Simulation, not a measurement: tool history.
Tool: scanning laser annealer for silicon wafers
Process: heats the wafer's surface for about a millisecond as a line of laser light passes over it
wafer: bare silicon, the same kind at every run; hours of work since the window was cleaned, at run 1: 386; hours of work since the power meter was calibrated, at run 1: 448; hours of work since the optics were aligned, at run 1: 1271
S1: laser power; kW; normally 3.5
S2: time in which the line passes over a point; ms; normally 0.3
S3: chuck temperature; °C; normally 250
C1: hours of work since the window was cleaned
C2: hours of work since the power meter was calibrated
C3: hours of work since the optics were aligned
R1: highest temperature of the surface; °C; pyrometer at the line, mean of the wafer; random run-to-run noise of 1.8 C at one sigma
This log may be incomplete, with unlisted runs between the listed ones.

| run | day | S1 | S2 | S3 | C1 | C2 | C3 | R1 |
|---|---|---|---|---|---|---|---|---|
| 1 | 0 | 3.5 | 0.3 | 250 | 386 | 448 | 1271 | 1010 |
| 2 | 1.512 | 3.5 | 0.3 | 250 | 402 | 464 | 1288 | 1009 |
| 3 | 3.258 | 3.5 | 0.3 | 250 | 421 | 483 | 1307 | 1010 |
| 4 | 4.946 | 3.5 | 0.3 | 250 | 439 | 501 | 1325 | 1009 |
| 5 | 6.275 | 3.5 | 0.3 | 250 | 454 | 515 | 1339 | 1012 |
| 6 | 7.225 | 3.44 | 0.3 | 250 | 464 | 526 | 1350 | 992 |
| 7 | 8.942 | 3.44 | 0.3 | 250 | 482 | 544 | 1368 | 992 |
| 8 | 10.633 | 3.44 | 0.3 | 250 | 501 | 563 | 1387 | 991 |
| 9 | 12.083 | 3.44 | 0.3 | 250 | 517 | 578 | 1402 | 993 |
| 10 | 13.425 | 3.5 | 0.3 | 250 | 531 | 593 | 1417 | 1006 |
| 11 | 14.492 | 3.5 | 0.3 | 250 | 543 | 604 | 1428 | 1003 |
| 12 | 15.662 | 3.5 | 0.3 | 250 | 555 | 617 | 1441 | 1003 |
| 13 | 16.575 | 3.5 | 0.3 | 217 | 565 | 627 | 1451 | 974 |
| 14 | 17.817 | 3.5 | 0.3 | 217 | 579 | 640 | 1464 | 970 |
| 15 | 18.858 | 3.075 | 0.226 | 237 | 590 | 652 | 1476 | 785 |
| 16 | 20.804 | 3.704 | 0.339 | 225 | 611 | 673 | 1497 | 1088 |
| 17 | 22.246 | 3.055 | 0.243 | 250 | 627 | 688 | 1512 | 821 |
| 18 | 23.346 | 3.5 | 0.324 | 255 | 638 | 700 | 1524 | 1038 |
| 19 | 25.35 | 3.741 | 0.317 | 252 | 660 | 722 | 1546 | 1090 |
| 20 | 27.017 | 3.801 | 0.375 | 270 | 678 | 740 | 1564 | 1211 |
| 21 | 28.938 | 3.722 | 0.304 | 267 | 699 | 761 | 1585 | 1078 |
| 22 | 29.825 | 3.722 | 0.304 | 267 | 709 | 770 | 1594 | 1077 |
| 23 | 30.758 | 3.722 | 0.304 | 267 | 719 | 781 | 1604 | 1074 |
| 24 | 32.404 | 3.645 | 0.302 | 260 | 737 | 798 | 1622 | 1050 |
| 25 | 33.829 | 3.269 | 0.281 | 277 | 752 | 814 | 1638 | 942 |

Predict each of these 5 candidate next runs independently; none follows another, all start after run 25:
| A | 34.775 | 3.146 | 0.3 | 250 | 762 | 824 | 1648 | ? |
| B | 34.775 | 3.591 | 0.3 | 250 | 762 | 824 | 1648 | ? |
| C | 34.775 | 3.141 | 0.3 | 221 | 762 | 824 | 1648 | ? |
| D | 34.775 | 3.029 | 0.235 | 213 | 762 | 824 | 1648 | ? |
| E | 34.775 | 3.101 | 0.309 | 225 | 762 | 824 | 1648 | ? |

| run | R1 |
|---|---|
| A | 910 |
| B | 1019 |
| C | 878 |
| D | 763 |
| E | 887 |
Had the tool no hidden state, the same runs would have come out as:
| run | R1 |
|---|---|
| A | 943 |
| B | 1057 |
| C | 911 |
| D | 790 |
| E | 920 |
